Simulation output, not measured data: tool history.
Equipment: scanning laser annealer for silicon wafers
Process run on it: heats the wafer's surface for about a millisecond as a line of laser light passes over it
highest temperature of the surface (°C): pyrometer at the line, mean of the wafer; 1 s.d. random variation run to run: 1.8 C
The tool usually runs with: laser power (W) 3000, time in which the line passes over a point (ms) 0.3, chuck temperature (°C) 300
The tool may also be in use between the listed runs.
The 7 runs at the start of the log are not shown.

run    hour  laser power (W)  time in which the line passes over a point (ms)  chuck temperature (°C)  highest temperature of the surface (°C)
  8   421.8             3000                                              0.3                     314                                     1037
  9     468             3000                                              0.3                     300                                     1020
 10   525.6             3000                                              0.3                     300                                     1017
 11   574.4             3000                                              0.3                     328                                     1039
 12     616             3000                                              0.3                     328                                     1037
      625.8  -- optics aligned, line set to its width
 13     658             3000                                              0.3                     328                                     1036
 14   701.5             2968                                              0.3                     300                                      996
 15     756             3241                                              0.3                     300                                     1063
      788.6  -- optics aligned, line set to its width, once more
 16     805             3241                                              0.3                     300                                     1067
 17   880.3             3241                                              0.3                     300                                     1062
 18   948.7             3241                                              0.3                     300                                     1056
      999.2  -- window over the wafer cleaned
 19    1001             3241                                              0.3                     300                                     1102
 20  1071.8             3000                                              0.3                     300                                     1037
 21  1130.9             3000                                              0.3                     300                                     1033
 22  1205.9             3078                                            0.373                     325                                     1168
 23  1292.1             3086                                              0.3                     265                                     1009
 24    1372             3086                                              0.3                     265                                     1005
 25  1415.5             2997                                            0.366                     318                                     1118
 26  1498.3             2997                                            0.247                     273                                      906
 27  1569.9             2997                                            0.298                     312                                     1014

Run 28 comes next. What will it give?
 28  1651.2             2997                                            0.298                     312                                        ?

Run 28 produced highest temperature of the surface (°C) 1011.
With no hidden state in the tool, this same run would have given highest temperature of the surface (°C) 1068.
